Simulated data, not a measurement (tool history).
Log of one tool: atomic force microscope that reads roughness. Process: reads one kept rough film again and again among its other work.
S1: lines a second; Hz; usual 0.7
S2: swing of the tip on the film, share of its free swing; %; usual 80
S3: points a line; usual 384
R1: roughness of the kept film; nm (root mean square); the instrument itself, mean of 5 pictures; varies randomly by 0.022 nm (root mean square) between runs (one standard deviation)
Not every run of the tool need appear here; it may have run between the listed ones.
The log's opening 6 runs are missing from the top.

| run | hour | S1 | S2 | S3 | R1 |
|---|---|---|---|---|---|
| 7 | 51.5 | 0.779 | 65 | 384 | 5.468 |
| 8 | 62.4 | 0.779 | 65 | 384 | 5.44 |
| 9 | 73.6 | 0.779 | 65 | 384 | 5.484 |
| 10 | 79.4 | 0.779 | 65 | 384 | 5.445 |
| 11 | 88.2 | 0.7 | 80 | 571 | 5.258 |
| 12 | 95.4 | 0.7 | 80 | 571 | 5.206 |
| 13 | 100.1 | 0.7 | 80 | 571 | 5.215 |
| 14 | 110.9 | 0.7 | 80 | 571 | 5.198 |
| 15 | 115.6 | 0.7 | 80 | 571 | 5.222 |
| 16 | 125.6 | 0.7 | 80 | 571 | 5.16 |
| 17 | 130.8 | 0.7 | 80 | 571 | 5.234 |
| 18 | 138.1 | 0.7 | 80 | 571 | 5.207 |
|  | 140.2 | height scale calibrated on a step standard |
| 19 | 147 | 2.078 | 60 | 976 | 5.239 |
| 20 | 155 | 2.078 | 60 | 976 | 5.19 |
| 21 | 161.4 | 2.902 | 56 | 330 | 5.234 |
| 22 | 172.9 | 2.85 | 61 | 378 | 4.987 |
| 23 | 182.2 | 0.7 | 68 | 792 | 5.406 |
| 24 | 192.9 | 3.093 | 80 | 358 | 4.111 |
|  | 197.4 | height scale calibrated on a step standard, once more |
| 25 | 202.9 | 3.093 | 80 | 358 | 4.117 |
| 26 | 212.3 | 3.093 | 80 | 358 | 4.128 |

Estimate the outcome of run 27 from the log above:
| 27 | 221.6 | 3.093 | 80 | 358 | ? |

{"run 27": {"R1": 4.114}}
The same run, on a tool lacking any hidden state, would have yielded R1 4.239 nm (root mean square).

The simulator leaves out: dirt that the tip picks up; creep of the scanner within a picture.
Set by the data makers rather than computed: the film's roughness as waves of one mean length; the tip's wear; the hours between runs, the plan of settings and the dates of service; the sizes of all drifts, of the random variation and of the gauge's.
